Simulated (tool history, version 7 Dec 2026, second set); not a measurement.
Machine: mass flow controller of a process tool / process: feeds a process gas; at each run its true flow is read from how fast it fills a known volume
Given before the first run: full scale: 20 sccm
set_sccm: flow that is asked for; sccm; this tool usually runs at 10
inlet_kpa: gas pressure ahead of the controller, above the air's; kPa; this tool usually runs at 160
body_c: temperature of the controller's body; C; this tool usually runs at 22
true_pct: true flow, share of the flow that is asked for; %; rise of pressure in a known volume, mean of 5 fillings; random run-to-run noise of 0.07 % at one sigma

run	hour	set_sccm	inlet_kpa	body_c	true_pct
1	0	10	160	22	100.01
2	104.4	10	160	22	100.13
3	219.7	10	160	22	100
4	398.8	10	160	24	100.26
5	554.9	10	160	33	101.21
6	766	10	160	33	101.25
7	968.2	10	160	33	101.29
8	1123.8	9	160	22	100.31
9	1233.5	9	160	22	100.22
10	1457.5	9	169	22	100.27
11	1625	9	169	22	100.18
12	1869.4	9	169	22	100.22
13	2022.1	9	169	22	100.23
14	2128.2	9	169	22	100.45
15	2262.8	9	169	22	100.38
16	2437.9	10	160	22	100.23
17	2601.8	10	160	22	100.29
18	2789.3	4	160	22	102.3
19	2980.7	3	248	22	103.75
20	3216.3	4	263	38	104.19
21	3462.8	8	196	23	100.93
22	3599.2	10	144	35	101.62
23	3745.9	10	160	37	101.78
24	3898.2	4	162	28	103.32
25	4100.7	4	162	28	103.23
26	4224.8	2	160	22	106.79
27	4445.4	8	274	36	102.44
28	4559	4	154	36	104.33
29	4798.5	4	154	36	104.26
30	5025.4	4	154	36	104.36
31	5263	4	154	36	104.49
32	5446.1	13	144	27	100.65

What if the next run were any one of these 4? Each begins from the tool's condition after run 32:
A	5576.9	17	144	37	?
B	5576.9	5	194	22	?
C	5576.9	8	275	26	?
D	5576.9	7	217	31	?

run	true_pct
A	101.5
B	102.2
C	101.61
D	102.22
Without the tool's hidden state the same runs would have given:
run	true_pct
A	101.08
B	99.17
C	99.97
D	100.25
